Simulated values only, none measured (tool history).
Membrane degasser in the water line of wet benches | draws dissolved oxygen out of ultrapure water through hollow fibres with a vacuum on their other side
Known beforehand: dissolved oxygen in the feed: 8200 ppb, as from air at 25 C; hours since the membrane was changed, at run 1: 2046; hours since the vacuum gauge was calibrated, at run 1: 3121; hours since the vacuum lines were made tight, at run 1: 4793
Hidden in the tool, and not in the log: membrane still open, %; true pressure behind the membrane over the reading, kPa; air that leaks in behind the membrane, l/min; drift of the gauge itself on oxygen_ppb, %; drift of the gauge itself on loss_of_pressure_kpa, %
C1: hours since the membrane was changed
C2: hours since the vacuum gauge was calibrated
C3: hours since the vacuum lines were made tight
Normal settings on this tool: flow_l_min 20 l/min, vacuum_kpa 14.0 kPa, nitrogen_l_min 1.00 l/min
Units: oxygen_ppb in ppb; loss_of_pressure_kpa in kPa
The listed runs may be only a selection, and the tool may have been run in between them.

Run 1, hour 0.0: usual settings; C1 2046; C2 3121; C3 4793. Result: oxygen_ppb 482.8 ppb, loss_of_pressure_kpa 68.92 kPa.
Run 2, hour 63.8: usual settings; C1 2110; C2 3184; C3 4856. Result: oxygen_ppb 486.7 ppb, loss_of_pressure_kpa 69.13 kPa.
Run 3, hour 110.2: usual settings; C1 2156; C2 3231; C3 4903. Result: oxygen_ppb 485.7 ppb, loss_of_pressure_kpa 69.12 kPa.
Run 4, hour 180.9: usual settings but flow_l_min 28 l/min; C1 2227; C2 3302; C3 4973. Result: oxygen_ppb 648.9 ppb, loss_of_pressure_kpa 97.04 kPa.
Run 5, hour 266.2: usual settings but flow_l_min 28 l/min, nitrogen_l_min 0.97 l/min; C1 2312; C2 3387; C3 5059. Result: oxygen_ppb 668.0 ppb, loss_of_pressure_kpa 96.99 kPa.
Run 6, hour 325.3: usual settings but flow_l_min 28 l/min, nitrogen_l_min 0.97 l/min; C1 2371; C2 3446; C3 5118. Result: oxygen_ppb 668.1 ppb, loss_of_pressure_kpa 96.76 kPa.
Run 7, hour 370.4: usual settings but vacuum_kpa 10.0 kPa; C1 2416; C2 3491; C3 5163. Result: oxygen_ppb 318.1 ppb, loss_of_pressure_kpa 69.61 kPa.
Run 8, hour 425.3: usual settings but flow_l_min 19 l/min, nitrogen_l_min 0.52 l/min; C1 2471; C2 3546; C3 5218. Result: oxygen_ppb 777.4 ppb, loss_of_pressure_kpa 65.37 kPa.
Run 9, hour 475.8: usual settings but flow_l_min 19 l/min, nitrogen_l_min 0.52 l/min; C1 2522; C2 3596; C3 5268. Result: oxygen_ppb 774.8 ppb, loss_of_pressure_kpa 65.65 kPa.
Run 10, hour 523.7: usual settings but flow_l_min 23 l/min, vacuum_kpa 29.7 kPa, nitrogen_l_min 1.84 l/min; C1 2570; C2 3644; C3 5316. Result: oxygen_ppb 746.3 ppb, loss_of_pressure_kpa 80.00 kPa.

Forecast each of these 5 alternatives for the next run:
At hour 568.8: vacuum gauge calibrated.
Run A, hour 573.8: usual settings but flow_l_min 22 l/min, vacuum_kpa 14.9 kPa, nitrogen_l_min 2.06 l/min; C1 2619; C2 5; C3 5366. Result: oxygen_ppb ?, loss_of_pressure_kpa ?.
At hour 568.8: vacuum gauge calibrated.
Run B, hour 573.8: usual settings but nitrogen_l_min 2.41 l/min; C1 2619; C2 5; C3 5366. Result: oxygen_ppb ?, loss_of_pressure_kpa ?.
At hour 568.8: vacuum gauge calibrated.
Run C, hour 573.8: usual settings but flow_l_min 17 l/min, vacuum_kpa 9.4 kPa, nitrogen_l_min 0.69 l/min; C1 2619; C2 5; C3 5366. Result: oxygen_ppb ?, loss_of_pressure_kpa ?.
At hour 568.8: vacuum gauge calibrated.
Run D, hour 573.8: usual settings but flow_l_min 18 l/min, vacuum_kpa 29.7 kPa, nitrogen_l_min 1.84 l/min; C1 2619; C2 5; C3 5366. Result: oxygen_ppb ?, loss_of_pressure_kpa ?.
At hour 568.8: vacuum gauge calibrated.
Run E, hour 573.8: usual settings but flow_l_min 15 l/min, vacuum_kpa 12.6 kPa, nitrogen_l_min 0.99 l/min; C1 2619; C2 5; C3 5366. Result: oxygen_ppb ?, loss_of_pressure_kpa ?.

run  oxygen_ppb  loss_of_pressure_kpa
  A       301.7                 76.27
  B       223.4                 69.45
  C       329.4                 59.10
  D       605.7                 62.51
  E       327.5                 52.33
Stripped of hidden state, with their random variation kept, the same runs would have yielded:
run  oxygen_ppb  loss_of_pressure_kpa
  A       290.6                 74.43
  B       214.0                 67.78
  C       321.9                 57.67
  D       579.0                 61.01
  E       314.0                 51.08
